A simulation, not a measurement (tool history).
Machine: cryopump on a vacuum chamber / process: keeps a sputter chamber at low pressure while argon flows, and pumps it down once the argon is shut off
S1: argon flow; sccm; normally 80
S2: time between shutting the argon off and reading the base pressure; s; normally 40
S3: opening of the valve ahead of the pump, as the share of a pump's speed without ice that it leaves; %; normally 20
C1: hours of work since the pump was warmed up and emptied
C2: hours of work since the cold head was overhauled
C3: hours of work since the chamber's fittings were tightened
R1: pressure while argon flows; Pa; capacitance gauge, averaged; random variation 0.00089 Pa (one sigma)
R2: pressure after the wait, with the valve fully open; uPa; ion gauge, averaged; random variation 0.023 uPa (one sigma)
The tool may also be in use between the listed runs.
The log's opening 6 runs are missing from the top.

{"run": 7, "day": 5.975, "S1": 80, "S2": 40, "S3": 20, "C1": 22, "C2": 686, "C3": 2076, "R1": 0.3498, "R2": 1.94}
{"run": 8, "day": 7.104, "S1": 80, "S2": 250, "S3": 20, "C1": 37, "C2": 701, "C3": 2091, "R1": 0.3499, "R2": 1.42}
{"run": 9, "day": 7.896, "S1": 80, "S2": 69, "S3": 20, "C1": 48, "C2": 712, "C3": 2101, "R1": 0.35, "R2": 1.75}
{"run": 10, "day": 8.988, "S1": 80, "S2": 69, "S3": 20, "C1": 62, "C2": 726, "C3": 2116, "R1": 0.3498, "R2": 1.67}
{"run": 11, "day": 10.046, "S1": 80, "S2": 69, "S3": 20, "C1": 76, "C2": 740, "C3": 2130, "R1": 0.3501, "R2": 1.72}
{"run": 12, "day": 10.862, "S1": 44, "S2": 40, "S3": 20, "C1": 87, "C2": 751, "C3": 2140, "R1": 0.1921, "R2": 2.0}
{"run": 13, "day": 11.517, "S1": 47, "S2": 40, "S3": 20, "C1": 95, "C2": 759, "C3": 2149, "R1": 0.2061, "R2": 2.08}
{"run": 14, "day": 12.342, "S1": 47, "S2": 40, "S3": 20, "C1": 106, "C2": 770, "C3": 2160, "R1": 0.2057, "R2": 1.99}
{"run": 15, "day": 13.6, "S1": 80, "S2": 40, "S3": 20, "C1": 123, "C2": 787, "C3": 2177, "R1": 0.3514, "R2": 2.07}
{"run": 16, "day": 14.783, "S1": 80, "S2": 40, "S3": 20, "C1": 138, "C2": 802, "C3": 2192, "R1": 0.3537, "R2": 2.0}
{"run": 17, "day": 15.629, "S1": 80, "S2": 40, "S3": 20, "C1": 150, "C2": 814, "C3": 2203, "R1": 0.351, "R2": 2.01}
{"run": 18, "day": 16.846, "S1": 80, "S2": 40, "S3": 20, "C1": 166, "C2": 830, "C3": 2219, "R1": 0.352, "R2": 2.15}
{"run": 19, "day": 17.629, "S1": 39, "S2": 26, "S3": 20, "C1": 176, "C2": 840, "C3": 2230, "R1": 0.1713, "R2": 2.43}
{"run": 20, "day": 18.275, "S1": 80, "S2": 163, "S3": 29, "C1": 184, "C2": 848, "C3": 2238, "R1": 0.2442, "R2": 1.56}
{"run": 21, "day": 19.404, "S1": 123, "S2": 90, "S3": 20, "C1": 199, "C2": 863, "C3": 2253, "R1": 0.5416, "R2": 1.74}
{"run": 22, "day": 20.05, "S1": 123, "S2": 90, "S3": 20, "C1": 208, "C2": 872, "C3": 2261, "R1": 0.5438, "R2": 1.74}
{"run": 23, "day": 20.671, "S1": 107, "S2": 174, "S3": 50, "C1": 216, "C2": 880, "C3": 2270, "R1": 0.1922, "R2": 1.64}
{"run": 24, "day": 21.208, "S1": 60, "S2": 72, "S3": 48, "C1": 223, "C2": 887, "C3": 2277, "R1": 0.1114, "R2": 1.87}
{"run": 25, "day": 22.417, "S1": 80, "S2": 40, "S3": 57, "C1": 239, "C2": 903, "C3": 2293, "R1": 0.1271, "R2": 2.13}
{"run": 26, "day": 23.571, "S1": 80, "S2": 21, "S3": 20, "C1": 254, "C2": 918, "C3": 2308, "R1": 0.3538, "R2": 2.81}
{"run": 27, "day": 24.412, "S1": 126, "S2": 85, "S3": 43, "C1": 265, "C2": 929, "C3": 2319, "R1": 0.2616, "R2": 1.73}
{"run": 28, "day": 25.358, "S1": 55, "S2": 85, "S3": 59, "C1": 278, "C2": 942, "C3": 2331, "R1": 0.0849, "R2": 1.74}
{"run": 29, "day": 26.246, "S1": 32, "S2": 153, "S3": 59, "C1": 289, "C2": 953, "C3": 2343, "R1": 0.0495, "R2": 1.67}
{"run": 30, "day": 27.296, "S1": 32, "S2": 153, "S3": 59, "C1": 303, "C2": 967, "C3": 2357, "R1": 0.049, "R2": 1.78}
{"run": 31, "day": 28.471, "S1": 48, "S2": 192, "S3": 35, "C1": 319, "C2": 983, "C3": 2372, "R1": 0.1235, "R2": 1.65}

Here are 3 independent what-if runs from the current tool condition. What would each one return?
{"run": "A", "day": 29.7, "S1": 114, "S2": 114, "S3": 20, "C1": 335, "C2": 999, "C3": 2389, "R1": "?", "R2": "?"}
{"run": "B", "day": 29.7, "S1": 80, "S2": 23, "S3": 58, "C1": 335, "C2": 999, "C3": 2389, "R1": "?", "R2": "?"}
{"run": "C", "day": 29.7, "S1": 80, "S2": 40, "S3": 55, "C1": 335, "C2": 999, "C3": 2389, "R1": "?", "R2": "?"}

run=A R1=0.5035 R2=1.79
run=B R1=0.1259 R2=2.68
run=C R1=0.1327 R2=2.22
What these runs would have given with no unlogged condition in the tool:
run=A R1=0.4950 R2=0.38
run=B R1=0.1199 R2=1.30
run=C R1=0.1267 R2=0.84

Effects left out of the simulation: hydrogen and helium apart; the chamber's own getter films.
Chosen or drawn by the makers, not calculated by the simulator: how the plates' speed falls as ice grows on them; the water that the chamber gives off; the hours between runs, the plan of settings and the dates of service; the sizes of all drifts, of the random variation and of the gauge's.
